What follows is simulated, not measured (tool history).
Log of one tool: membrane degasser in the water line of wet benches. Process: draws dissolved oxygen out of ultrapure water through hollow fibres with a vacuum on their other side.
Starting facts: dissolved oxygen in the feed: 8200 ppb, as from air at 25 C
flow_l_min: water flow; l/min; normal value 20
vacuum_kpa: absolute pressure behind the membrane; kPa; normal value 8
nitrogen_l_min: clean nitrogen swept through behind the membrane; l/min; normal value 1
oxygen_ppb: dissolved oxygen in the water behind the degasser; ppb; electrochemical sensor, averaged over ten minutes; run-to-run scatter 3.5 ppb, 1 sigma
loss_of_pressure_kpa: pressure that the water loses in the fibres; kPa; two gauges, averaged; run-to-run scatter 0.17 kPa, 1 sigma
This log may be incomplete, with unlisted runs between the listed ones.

run	hour	flow_l_min	vacuum_kpa	nitrogen_l_min	oxygen_ppb	loss_of_pressure_kpa
1	0	20	8	1	373.1	31.01
# hour 12.2: vacuum gauge calibrated
2	225.4	20	8	1	371.8	30.86
3	349.6	28	8	1	624.3	43.39
# hour 362: vacuum gauge calibrated, once more
4	466	28	8	1	595.9	43.38
5	605.3	28	8	1	611.1	43.7
6	840.6	20	8	1	363.5	31.18
7	1010.2	20	8	1	371.8	31.31
8	1119.7	20	8	1	371.9	30.96
9	1237.6	20	8	1	371.1	31.36
10	1377.1	20	8	1	380.9	31.13
11	1552.1	30	5.27	2.17	472.9	46.89
12	1663.8	20	12.45	1.39	454.8	30.97
13	1809.8	20	12.45	1.39	459.7	31.21
14	1934.3	20	5.9	1.39	259.6	31.3
15	2097.6	14	9.58	2.47	151.8	21.63

Run 16, settings as shown, results not yet in. Your forecast:
16	2291.1	16	9.58	2.47	?	?

{"run 16": {"oxygen_ppb": 190.4, "loss_of_pressure_kpa": 24.95}}
On a tool with no hidden condition, and with the same random variation, this run would have come out at oxygen_ppb 171.7 ppb, loss_of_pressure_kpa 23.86 kPa.

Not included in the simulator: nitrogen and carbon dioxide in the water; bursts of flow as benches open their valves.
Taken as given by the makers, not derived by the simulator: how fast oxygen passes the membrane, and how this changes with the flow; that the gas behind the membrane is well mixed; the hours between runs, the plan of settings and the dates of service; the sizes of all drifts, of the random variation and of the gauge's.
